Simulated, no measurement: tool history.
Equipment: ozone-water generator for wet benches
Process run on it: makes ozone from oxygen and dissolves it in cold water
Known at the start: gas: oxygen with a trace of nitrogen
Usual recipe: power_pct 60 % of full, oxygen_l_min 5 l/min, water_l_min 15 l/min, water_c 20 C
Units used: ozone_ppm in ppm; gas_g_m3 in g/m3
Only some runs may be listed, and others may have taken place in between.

run 1 hour=0 | power_pct=60 oxygen_l_min=5 water_l_min=15 water_c=20 | ozone_ppm=14.9 gas_g_m3=135.3
run 2 hour=33.9 | power_pct=60 oxygen_l_min=5 water_l_min=17 water_c=20 | ozone_ppm=13.4 gas_g_m3=136.8
run 3 hour=62.3 | power_pct=60 oxygen_l_min=5 water_l_min=17 water_c=20 | ozone_ppm=13.6 gas_g_m3=135.2
run 4 hour=119.3 | power_pct=81 oxygen_l_min=5 water_l_min=17 water_c=20 | ozone_ppm=17.6 gas_g_m3=178
run 5 hour=178.4 | power_pct=81 oxygen_l_min=5 water_l_min=17 water_c=20 | ozone_ppm=17.7 gas_g_m3=177.1
run 6 hour=218.8 | power_pct=81 oxygen_l_min=5 water_l_min=17 water_c=20 | ozone_ppm=17.6 gas_g_m3=177.2
run 7 hour=267.9 | power_pct=81 oxygen_l_min=5 water_l_min=17 water_c=20 | ozone_ppm=17.6 gas_g_m3=175.4
run 8 hour=321 | power_pct=60 oxygen_l_min=5 water_l_min=15 water_c=22 | ozone_ppm=14.5 gas_g_m3=134.9
run 9 hour=356.5 | power_pct=60 oxygen_l_min=5 water_l_min=23 water_c=22 | ozone_ppm=10.2 gas_g_m3=136
run 10 hour=425.5 | power_pct=60 oxygen_l_min=5 water_l_min=23 water_c=22 | ozone_ppm=10.2 gas_g_m3=135.1
run 11 hour=457.1 | power_pct=60 oxygen_l_min=5 water_l_min=23 water_c=22 | ozone_ppm=10.2 gas_g_m3=136
run 12 hour=505.6 | power_pct=60 oxygen_l_min=8.44 water_l_min=15 water_c=20 | ozone_ppm=13.3 gas_g_m3=97.6
run 13 hour=564.5 | power_pct=60 oxygen_l_min=8.44 water_l_min=15 water_c=20 | ozone_ppm=13.2 gas_g_m3=96.4
run 14 hour=623.8 | power_pct=70 oxygen_l_min=5.69 water_l_min=15 water_c=20 | ozone_ppm=16.7 gas_g_m3=143.4
run 15 hour=673.9 | power_pct=70 oxygen_l_min=5.69 water_l_min=11 water_c=20 | ozone_ppm=20.6 gas_g_m3=142.8
run 16 hour=743.3 | power_pct=70 oxygen_l_min=5.69 water_l_min=11 water_c=20 | ozone_ppm=20.9 gas_g_m3=143.3
run 17 hour=771.9 | power_pct=60 oxygen_l_min=4.65 water_l_min=15 water_c=20 | ozone_ppm=15.2 gas_g_m3=141
run 18 hour=840.2 | power_pct=97 oxygen_l_min=5.24 water_l_min=17 water_c=16 | ozone_ppm=21.7 gas_g_m3=199.3
run 19 hour=906.4 | power_pct=46 oxygen_l_min=5 water_l_min=9 water_c=14 | ozone_ppm=18.8 gas_g_m3=107.2
run 20 hour=957 | power_pct=92 oxygen_l_min=5 water_l_min=9 water_c=19 | ozone_ppm=31.1 gas_g_m3=196.6

Forecast each of these 4 alternatives for the next run:
run A hour=1020.4 | power_pct=60 oxygen_l_min=7.15 water_l_min=20 water_c=17 | ozone_ppm=? gas_g_m3=?
run B hour=1020.4 | power_pct=55 oxygen_l_min=3.47 water_l_min=15 water_c=23 | ozone_ppm=? gas_g_m3=?
run C hour=1020.4 | power_pct=60 oxygen_l_min=5 water_l_min=15 water_c=22 | ozone_ppm=? gas_g_m3=?
run D hour=1020.4 | power_pct=97 oxygen_l_min=5 water_l_min=15 water_c=20 | ozone_ppm=? gas_g_m3=?

run=A ozone_ppm=11.7 gas_g_m3=107.9
run=B ozone_ppm=13.9 gas_g_m3=161.4
run=C ozone_ppm=14.6 gas_g_m3=136.4
run=D ozone_ppm=22.6 gas_g_m3=204.7
Stripped of hidden state, with their random variation kept, the same runs would have yielded:
run=A ozone_ppm=11.8 gas_g_m3=108
run=B ozone_ppm=13.9 gas_g_m3=161.5
run=C ozone_ppm=14.6 gas_g_m3=136.6
run=D ozone_ppm=22.7 gas_g_m3=205
